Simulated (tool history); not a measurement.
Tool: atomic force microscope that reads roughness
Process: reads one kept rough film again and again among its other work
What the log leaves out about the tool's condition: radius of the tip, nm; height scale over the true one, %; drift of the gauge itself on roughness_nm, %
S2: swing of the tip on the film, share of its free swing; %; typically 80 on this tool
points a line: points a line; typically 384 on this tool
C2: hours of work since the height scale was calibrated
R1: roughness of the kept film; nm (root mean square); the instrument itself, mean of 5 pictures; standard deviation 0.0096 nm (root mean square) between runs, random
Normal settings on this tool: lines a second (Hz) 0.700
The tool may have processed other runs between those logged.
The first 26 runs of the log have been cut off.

{"run": 27, "hour": 1349.2, "lines a second (Hz)": 0.981, "S2": 80, "points a line": 267, "pictures with this tip": 100, "C2": 1790, "R1": 1.714}
{"hour": 1390.3, "done": "new tip fitted"}
{"run": 28, "hour": 1411.1, "lines a second (Hz)": 0.981, "S2": 80, "points a line": 267, "pictures with this tip": 27, "C2": 1816, "R1": 1.979}
{"run": 29, "hour": 1468.9, "lines a second (Hz)": 0.981, "S2": 80, "points a line": 267, "pictures with this tip": 104, "C2": 1842, "R1": 1.716}
{"hour": 1505.9, "done": "new tip fitted"}
{"run": 30, "hour": 1538.0, "lines a second (Hz)": 0.7, "S2": 71, "points a line": 770, "pictures with this tip": 43, "C2": 1872, "R1": 1.969}
{"run": 31, "hour": 1576.1, "lines a second (Hz)": 0.7, "S2": 57, "points a line": 770, "pictures with this tip": 93, "C2": 1888, "R1": 1.802}
{"hour": 1620.0, "done": "new tip fitted"}
{"run": 32, "hour": 1649.0, "lines a second (Hz)": 0.7, "S2": 78, "points a line": 276, "pictures with this tip": 39, "C2": 1920, "R1": 1.964}
{"run": 33, "hour": 1701.5, "lines a second (Hz)": 1.933, "S2": 88, "points a line": 421, "pictures with this tip": 109, "C2": 1943, "R1": 1.59}
{"hour": 1736.4, "done": "new tip fitted"}
{"run": 34, "hour": 1750.1, "lines a second (Hz)": 0.669, "S2": 70, "points a line": 512, "pictures with this tip": 19, "C2": 1964, "R1": 2.064}
{"run": 35, "hour": 1820.4, "lines a second (Hz)": 0.548, "S2": 70, "points a line": 354, "pictures with this tip": 112, "C2": 1995, "R1": 1.706}
{"hour": 1827.0, "done": "height scale calibrated on a step standard"}
{"hour": 1852.5, "done": "new tip fitted"}
{"run": 36, "hour": 1872.9, "lines a second (Hz)": 0.525, "S2": 78, "points a line": 297, "pictures with this tip": 27, "C2": 20, "R1": 1.985}
{"run": 37, "hour": 1912.0, "lines a second (Hz)": 1.977, "S2": 88, "points a line": 312, "pictures with this tip": 79, "C2": 37, "R1": 1.62}
{"hour": 1966.8, "done": "new tip fitted"}
{"run": 38, "hour": 1983.8, "lines a second (Hz)": 0.7, "S2": 69, "points a line": 449, "pictures with this tip": 23, "C2": 68, "R1": 2.015}
{"run": 39, "hour": 2044.0, "lines a second (Hz)": 0.7, "S2": 69, "points a line": 449, "pictures with this tip": 103, "C2": 95, "R1": 1.731}
{"hour": 2069.8, "done": "height scale calibrated on a step standard, once more"}
{"hour": 2082.8, "done": "new tip fitted"}
{"run": 40, "hour": 2088.4, "lines a second (Hz)": 2.229, "S2": 76, "points a line": 782, "pictures with this tip": 7, "C2": 8, "R1": 2.055}
{"run": 41, "hour": 2154.9, "lines a second (Hz)": 2.229, "S2": 76, "points a line": 782, "pictures with this tip": 96, "C2": 37, "R1": 1.696}
{"hour": 2197.5, "done": "new tip fitted"}
{"run": 42, "hour": 2213.1, "lines a second (Hz)": 2.229, "S2": 57, "points a line": 782, "pictures with this tip": 21, "C2": 62, "R1": 2.11}
{"run": 43, "hour": 2251.0, "lines a second (Hz)": 1.622, "S2": 76, "points a line": 782, "pictures with this tip": 71, "C2": 79, "R1": 1.851}
{"run": 44, "hour": 2294.2, "lines a second (Hz)": 1.622, "S2": 84, "points a line": 782, "pictures with this tip": 128, "C2": 98, "R1": 1.604}
{"hour": 2313.8, "done": "new tip fitted"}
{"run": 45, "hour": 2352.0, "lines a second (Hz)": 1.622, "S2": 84, "points a line": 782, "pictures with this tip": 51, "C2": 123, "R1": 1.862}
{"run": 46, "hour": 2403.3, "lines a second (Hz)": 1.622, "S2": 84, "points a line": 782, "pictures with this tip": 119, "C2": 145, "R1": 1.627}
{"hour": 2427.5, "done": "new tip fitted"}
{"run": 47, "hour": 2470.4, "lines a second (Hz)": 1.652, "S2": 84, "points a line": 948, "pictures with this tip": 57, "C2": 175, "R1": 1.833}
{"run": 48, "hour": 2507.9, "lines a second (Hz)": 1.652, "S2": 84, "points a line": 948, "pictures with this tip": 107, "C2": 191, "R1": 1.655}
{"hour": 2543.9, "done": "new tip fitted"}
{"run": 49, "hour": 2578.6, "lines a second (Hz)": 1.652, "S2": 84, "points a line": 948, "pictures with this tip": 46, "C2": 222, "R1": 1.86}
{"run": 50, "hour": 2611.2, "lines a second (Hz)": 1.652, "S2": 84, "points a line": 948, "pictures with this tip": 89, "C2": 236, "R1": 1.705}

What if the next run were any one of these 4? Each begins from the tool's condition after run 50:
{"hour": 2660.8, "done": "new tip fitted"}
{"run": "A", "hour": 2684.2, "lines a second (Hz)": 0.7, "S2": 80, "points a line": 506, "pictures with this tip": 31, "C2": 268, "R1": "?"}
{"hour": 2660.8, "done": "new tip fitted"}
{"run": "B", "hour": 2684.2, "lines a second (Hz)": 3.955, "S2": 64, "points a line": 363, "pictures with this tip": 31, "C2": 268, "R1": "?"}
{"hour": 2660.8, "done": "new tip fitted"}
{"run": "C", "hour": 2684.2, "lines a second (Hz)": 2.746, "S2": 83, "points a line": 724, "pictures with this tip": 31, "C2": 268, "R1": "?"}
{"hour": 2660.8, "done": "new tip fitted"}
{"run": "D", "hour": 2684.2, "lines a second (Hz)": 0.581, "S2": 80, "points a line": 501, "pictures with this tip": 31, "C2": 268, "R1": "?"}

run=A R1=2.022
run=B R1=1.970
run=C R1=1.842
run=D R1=2.046
Without the tool's unlogged condition, the same runs would have read:
run=A R1=2.195
run=B R1=2.138
run=C R1=2.001
run=D R1=2.221
